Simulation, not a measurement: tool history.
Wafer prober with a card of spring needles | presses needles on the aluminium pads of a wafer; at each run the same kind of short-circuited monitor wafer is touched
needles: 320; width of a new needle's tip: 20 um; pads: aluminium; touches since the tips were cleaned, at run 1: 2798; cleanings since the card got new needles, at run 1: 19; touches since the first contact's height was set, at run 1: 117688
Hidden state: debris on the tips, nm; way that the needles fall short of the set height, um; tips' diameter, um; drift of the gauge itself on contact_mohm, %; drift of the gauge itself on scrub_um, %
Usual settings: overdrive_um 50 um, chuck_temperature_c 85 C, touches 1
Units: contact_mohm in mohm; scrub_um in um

run     day  overdrive_um  chuck_temperature_c  touches  touches since the tips were cleaned  cleanings since the card got new needles  touches since the first contact's height was set  contact_mohm  scrub_um
  1   0.000            50                   85        1                                 2798                                        19                                            117688           567     5.899
      0.333  -- tips cleaned on abrasive film
      0.942  -- tips cleaned on abrasive film
      1.038  -- height of the first contact set anew
  2   1.375            50                   85        3                                 3853                                        21                                              3085           371     6.067
      1.517  -- tips cleaned on abrasive film
  3   2.025            50                   85        1                                 4694                                        22                                              9033           685     6.064
      2.133  -- tips cleaned on abrasive film
      2.729  -- tips cleaned on abrasive film
  4   2.796            50                   85        1                                  606                                        24                                             16058           344     6.044
      3.417  -- tips cleaned on abrasive film
  5   3.779            50                   85        1                                 3338                                        25                                             25062           598     6.056
      3.996  -- tips cleaned on abrasive film
      4.642  -- tips cleaned on abrasive film
  6   5.108            50                   85        1                                 4283                                        27                                             37223           646     6.034
      5.225  -- tips cleaned on abrasive film
      5.896  -- tips cleaned on abrasive film
  7   6.438            50                   85        1                                 4989                                        29                                             49382           681     6.010
      6.525  -- tips cleaned on abrasive film
      7.112  -- tips cleaned on abrasive film
      7.683  -- tips cleaned on abrasive film
  8   7.683            50                   85        1                                    0                                        32                                             60713           290     5.989
      8.275  -- tips cleaned on abrasive film
  9   8.421            50                   85        1                                 1321                                        33                                             67457           431     5.968
      8.938  -- tips cleaned on abrasive film
 10   9.342            50                   85        1                                 3716                                        34                                             75908           636     5.984
      9.558  -- tips cleaned on abrasive film
 11  10.042            50                   94        3                                 4433                                        35                                             82313           396     5.968
     10.138  -- tips cleaned on abrasive film
     10.708  -- tips cleaned on abrasive film
 12  11.100            58                   85        1                                 3587                                        37                                             91972           530     6.925
     11.325  -- tips cleaned on abrasive film
     11.929  -- tips cleaned on abrasive film
 13  12.254            48                   32        1                                 3015                                        39                                            102546           669     5.677
     12.558  -- tips cleaned on abrasive film
 14  12.946            52                   42        2                                 3574                                        40                                            108848           472     6.151
     13.158  -- tips cleaned on abrasive film
     13.742  -- tips cleaned on abrasive film
 15  13.896            52                  125        1                                 1413                                        42                                            117534           464     6.124
     14.421  -- tips cleaned on abrasive film
     15.025  -- tips cleaned on abrasive film
     15.038  -- height of the first contact set anew
 16  15.171            52                   76        1                                 1195                                        44                                              1195           448     6.333
     15.621  -- tips cleaned on abrasive film
     16.262  -- tips cleaned on abrasive film
 17  16.675            52                   76        1                                 3803                                        46                                             14970           658     6.304
     16.871  -- tips cleaned on abrasive film
 18  17.325            50                   37        1                                 4182                                        47                                             20910           716     6.045
     17.421  -- tips cleaned on abrasive film
     18.012  -- tips cleaned on abrasive film
 19  18.096            50                   37        1                                  767                                        49                                             27921           401     6.018

5 ways to go on from here, each from the tool as it stands after run 19. What would each give?
     18.617  -- tips cleaned on abrasive film
  A  19.117            50                   48        1                                 4589                                        50                                             37279             ?         ?
     18.617  -- tips cleaned on abrasive film
  B  19.117            42                  120        2                                 4589                                        50                                             37279             ?         ?
     18.617  -- tips cleaned on abrasive film
  C  19.117            42                   97        2                                 4589                                        50                                             37279             ?         ?
     18.617  -- tips cleaned on abrasive film
  D  19.117            68                   66        1                                 4589                                        50                                             37279             ?         ?
     18.617  -- tips cleaned on abrasive film
  E  19.117            50                  124        1                                 4589                                        50                                             37279             ?         ?

run  contact_mohm  scrub_um
  A           737     6.023
  B           622     5.045
  C           647     5.049
  D           499     8.205
  E           697     6.006
Without the tool's hidden state the same runs would have given:
run  contact_mohm  scrub_um
  A           220     6.082
  B           241     5.105
  C           242     5.109
  D           220     8.265
  E           240     6.066

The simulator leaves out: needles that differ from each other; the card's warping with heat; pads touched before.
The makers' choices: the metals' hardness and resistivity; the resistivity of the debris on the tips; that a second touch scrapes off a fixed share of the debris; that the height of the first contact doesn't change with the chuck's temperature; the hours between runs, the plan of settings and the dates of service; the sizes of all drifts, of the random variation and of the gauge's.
